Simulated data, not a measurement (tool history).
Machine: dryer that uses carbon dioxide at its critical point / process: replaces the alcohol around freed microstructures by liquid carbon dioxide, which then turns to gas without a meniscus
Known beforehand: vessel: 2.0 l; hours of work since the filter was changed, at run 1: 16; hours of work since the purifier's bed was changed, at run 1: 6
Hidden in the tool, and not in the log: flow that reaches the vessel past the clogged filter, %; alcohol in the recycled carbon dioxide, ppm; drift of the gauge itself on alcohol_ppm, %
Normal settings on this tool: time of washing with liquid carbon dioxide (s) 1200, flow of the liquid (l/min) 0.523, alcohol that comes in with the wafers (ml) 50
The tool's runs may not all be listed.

run,hour,time of washing with liquid carbon dioxide (s),flow of the liquid (l/min),alcohol that comes in with the wafers (ml),hours of work since the filter was changed,hours of work since the purifier's bed was changed,alcohol left in the vessel before it's heated (ppm by volume)
1,0.0,1200,0.523,50,16,6,247
2,15.1,1380,0.523,50,23,13,119
3,22.9,1380,0.523,50,26,16,128
4,30.9,1200,0.523,86,29,20,409
5,40.3,1200,0.523,86,33,24,417
6,56.4,1200,0.523,86,40,31,423
7,73.3,1200,0.523,86,48,38,429
8,83.6,1200,0.523,44,52,42,219
9,97.1,1200,0.523,44,58,48,227
10,109.4,1200,0.523,37,63,54,187
11,118.2,1200,0.523,37,67,57,181
12,128.4,1200,0.523,58,71,62,301
13,139.1,1200,0.523,58,76,66,291
14,155.6,1200,0.877,50,83,73,21
15,165.1,1200,0.877,50,87,78,10
16,179.8,960,0.877,50,94,84,53
17,189.9,1200,0.523,25,98,88,134
18,198.7,1020,0.523,25,102,92,259
19,211.7,1020,0.523,25,108,98,269
20,225.0,1200,0.405,50,113,103,773
21,240.6,1200,0.523,35,120,110,188
22,253.1,1200,0.523,35,125,116,188
23,266.9,1200,0.523,35,131,122,186
24,281.4,1200,0.843,20,138,128,22
25,291.2,1200,0.555,20,142,132,83
26,306.5,1020,0.697,50,148,139,148
27,319.3,1020,0.400,50,154,144,1363
28,331.0,1860,0.656,50,159,149,13
29,344.5,1860,0.656,50,165,155,6
30,356.7,840,0.354,76,170,160,4654
31,370.0,1860,0.649,50,176,166,13
32,382.3,1860,0.649,50,181,171,17
33,395.9,960,0.523,50,187,177,683
34,412.2,960,0.523,50,194,184,683
35,424.9,780,0.615,41,200,190,653
36,441.5,780,0.615,41,207,197,638
37,450.3,1200,0.383,50,211,201,987
38,464.5,1260,0.388,30,217,207,487
39,472.6,1020,0.660,30,220,211,121
40,487.2,1140,0.436,44,227,217,641
41,496.7,1260,0.509,50,231,221,273
42,513.1,1200,0.523,26,238,228,158
43,522.9,1200,0.523,26,242,232,163
44,530.2,1020,0.601,29,245,235,185
45,544.5,1320,0.700,50,251,242,45
46,558.7,1140,0.803,46,258,248,46

Hidden state or all else? Some run-to-run changes of alcohol left in the vessel before it's heated (ppm by volume), split into what the settings, what came in and random variation would give without the hidden state, and what is left for the hidden state (with any gauge scatter that isn't in both results):
Run 27 -> 28: time of washing with liquid carbon dioxide (s) 1020 -> 1860, flow of the liquid (l/min) 0.400 -> 0.656. alcohol left in the vessel before it's heated (ppm by volume) -1350: hidden state -94, all else -1256.
Run 29 -> 30: time of washing with liquid carbon dioxide (s) 1860 -> 840, flow of the liquid (l/min) 0.656 -> 0.354, alcohol that comes in with the wafers (ml) 50 -> 76. alcohol left in the vessel before it's heated (ppm by volume) +4648: hidden state +262, all else +4386.
Run 30 -> 31: time of washing with liquid carbon dioxide (s) 840 -> 1860, flow of the liquid (l/min) 0.354 -> 0.649, alcohol that comes in with the wafers (ml) 76 -> 50. alcohol left in the vessel before it's heated (ppm by volume) -4641: hidden state -259, all else -4382.
